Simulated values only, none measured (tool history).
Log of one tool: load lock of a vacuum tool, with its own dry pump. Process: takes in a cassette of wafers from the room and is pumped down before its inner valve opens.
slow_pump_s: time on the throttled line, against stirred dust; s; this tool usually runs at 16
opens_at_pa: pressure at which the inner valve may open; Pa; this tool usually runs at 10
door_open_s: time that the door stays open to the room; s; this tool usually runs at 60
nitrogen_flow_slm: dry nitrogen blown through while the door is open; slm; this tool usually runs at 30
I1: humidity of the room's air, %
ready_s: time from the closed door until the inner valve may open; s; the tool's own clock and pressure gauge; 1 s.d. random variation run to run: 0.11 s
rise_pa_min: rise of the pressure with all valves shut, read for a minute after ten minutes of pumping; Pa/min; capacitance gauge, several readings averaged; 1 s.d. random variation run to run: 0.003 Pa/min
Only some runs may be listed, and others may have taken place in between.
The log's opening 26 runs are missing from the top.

Run 27, hour 7502.1: usual settings but slow_pump_s 10 s; I1 44.6. Result: ready_s 23.9 s, rise_pa_min 0.019 Pa/min.
Run 28, hour 7829.6: usual settings but slow_pump_s 10 s; I1 48.2. Result: ready_s 24.0 s, rise_pa_min 0.021 Pa/min.
Run 29, hour 8027.5: usual settings but slow_pump_s 12 s, door_open_s 222 s, nitrogen_flow_slm 7 slm; I1 42.7. Result: ready_s 25.6 s, rise_pa_min 0.054 Pa/min.
Run 30, hour 8295.8: usual settings but door_open_s 161 s, nitrogen_flow_slm 17 slm; I1 44.0. Result: ready_s 28.8 s, rise_pa_min 0.042 Pa/min.
At hour 8566.3: dry pump taken out, an overhauled one fitted.
Run 31, hour 8597.9: usual settings but door_open_s 161 s, nitrogen_flow_slm 17 slm; I1 45.1. Result: ready_s 28.5 s, rise_pa_min 0.041 Pa/min.
Run 32, hour 8949.2: usual settings but opens_at_pa 7 Pa, door_open_s 126 s; I1 47.4. Result: ready_s 29.3 s, rise_pa_min 0.034 Pa/min.
Run 33, hour 9219.2: usual settings but opens_at_pa 9 Pa, door_open_s 126 s; I1 43.9. Result: ready_s 28.9 s, rise_pa_min 0.027 Pa/min.
Run 34, hour 9529.2: usual settings but slow_pump_s 10 s, opens_at_pa 9 Pa, door_open_s 126 s, nitrogen_flow_slm 11 slm; I1 45.9. Result: ready_s 24.4 s, rise_pa_min 0.050 Pa/min.
Run 35, hour 9766.2: usual settings but slow_pump_s 20 s, opens_at_pa 11 Pa, door_open_s 121 s, nitrogen_flow_slm 4 slm; I1 43.5. Result: ready_s 31.4 s, rise_pa_min 0.054 Pa/min.
Run 36, hour 9957.8: usual settings but slow_pump_s 14 s, opens_at_pa 11 Pa, door_open_s 31 s, nitrogen_flow_slm 4 slm; I1 42.9. Result: ready_s 27.0 s, rise_pa_min 0.035 Pa/min.
Run 37, hour 10389.3: usual settings but slow_pump_s 14 s, opens_at_pa 9 Pa, door_open_s 31 s, nitrogen_flow_slm 4 slm; I1 45.8. Result: ready_s 27.5 s, rise_pa_min 0.040 Pa/min.

Alternative continuations, all from the tool just after run 37; predict every row:
Run A, hour 10744.4: usual settings but slow_pump_s 20 s, opens_at_pa 9 Pa, door_open_s 31 s, nitrogen_flow_slm 4 slm; I1 40.7. Result: ready_s ?, rise_pa_min ?.
Run B, hour 10744.4: usual settings but slow_pump_s 22 s, opens_at_pa 18 Pa, door_open_s 31 s, nitrogen_flow_slm 4 slm; I1 45.3. Result: ready_s ?, rise_pa_min ?.
Run C, hour 10744.4: usual settings but slow_pump_s 8 s; I1 48.2. Result: ready_s ?, rise_pa_min ?.

run  ready_s  rise_pa_min
  A     31.9        0.037
  B     32.3        0.033
  C     22.3        0.030
The same runs, with their run-to-run variation unchanged, on a tool lacking any hidden condition would have given:
run  ready_s  rise_pa_min
  A     31.9        0.034
  B     32.3        0.031
  C     22.3        0.027

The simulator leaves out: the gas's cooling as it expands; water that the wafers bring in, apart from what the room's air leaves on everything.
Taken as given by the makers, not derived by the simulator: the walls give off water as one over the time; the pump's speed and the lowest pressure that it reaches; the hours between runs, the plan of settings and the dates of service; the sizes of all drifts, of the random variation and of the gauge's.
